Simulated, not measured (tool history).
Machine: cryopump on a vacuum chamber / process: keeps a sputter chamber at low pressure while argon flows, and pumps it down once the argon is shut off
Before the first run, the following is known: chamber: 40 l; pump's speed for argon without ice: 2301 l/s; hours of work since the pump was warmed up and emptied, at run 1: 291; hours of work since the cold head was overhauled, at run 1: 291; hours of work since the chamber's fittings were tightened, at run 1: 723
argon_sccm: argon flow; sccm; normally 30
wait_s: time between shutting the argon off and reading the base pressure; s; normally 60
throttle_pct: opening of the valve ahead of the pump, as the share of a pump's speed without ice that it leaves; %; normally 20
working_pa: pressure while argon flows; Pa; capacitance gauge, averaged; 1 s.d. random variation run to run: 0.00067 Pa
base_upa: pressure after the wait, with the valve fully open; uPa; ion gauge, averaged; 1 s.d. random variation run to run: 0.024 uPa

| run | day | argon_sccm | wait_s | throttle_pct | hours of work since the pump was warmed up and emptied | hours of work since the cold head was overhauled | hours of work since the chamber's fittings were tightened | working_pa | base_upa |
|---|---|---|---|---|---|---|---|---|---|
| 1 | 0.000 | 30 | 60 | 20 | 291 | 291 | 723 | 0.1131 | 1.64 |
| 2 | 0.546 | 30 | 97 | 20 | 298 | 298 | 730 | 0.1130 | 1.36 |
| 3 | 0.950 | 55 | 60 | 20 | 304 | 304 | 736 | 0.2051 | 1.66 |
| 4 | 1.512 | 55 | 60 | 20 | 311 | 311 | 743 | 0.2050 | 1.64 |
| 5 | 2.121 | 55 | 60 | 20 | 319 | 319 | 751 | 0.2052 | 1.71 |
| 6 | 2.429 | 55 | 60 | 20 | 323 | 323 | 755 | 0.2075 | 1.72 |
| 7 | 2.762 | 55 | 60 | 20 | 327 | 327 | 759 | 0.2059 | 1.73 |
| 8 | 3.167 | 55 | 60 | 20 | 333 | 333 | 765 | 0.2076 | 1.64 |
| 9 | 3.479 | 39 | 234 | 21 | 337 | 337 | 769 | 0.1409 | 1.17 |
| 10 | 3.850 | 30 | 56 | 26 | 342 | 342 | 774 | 0.0880 | 1.74 |

Run 11 is up next; what results do you expect?
| 11 | 4.346 | 25 | 68 | 22 | 348 | 348 | 780 | ? | ? |

working_pa: 0.0856 Pa
base_upa: 1.62 uPa
On a tool with no hidden condition, and with the same random variation, this run would have come out at working_pa 0.0832 Pa, base_upa 0.76 uPa.

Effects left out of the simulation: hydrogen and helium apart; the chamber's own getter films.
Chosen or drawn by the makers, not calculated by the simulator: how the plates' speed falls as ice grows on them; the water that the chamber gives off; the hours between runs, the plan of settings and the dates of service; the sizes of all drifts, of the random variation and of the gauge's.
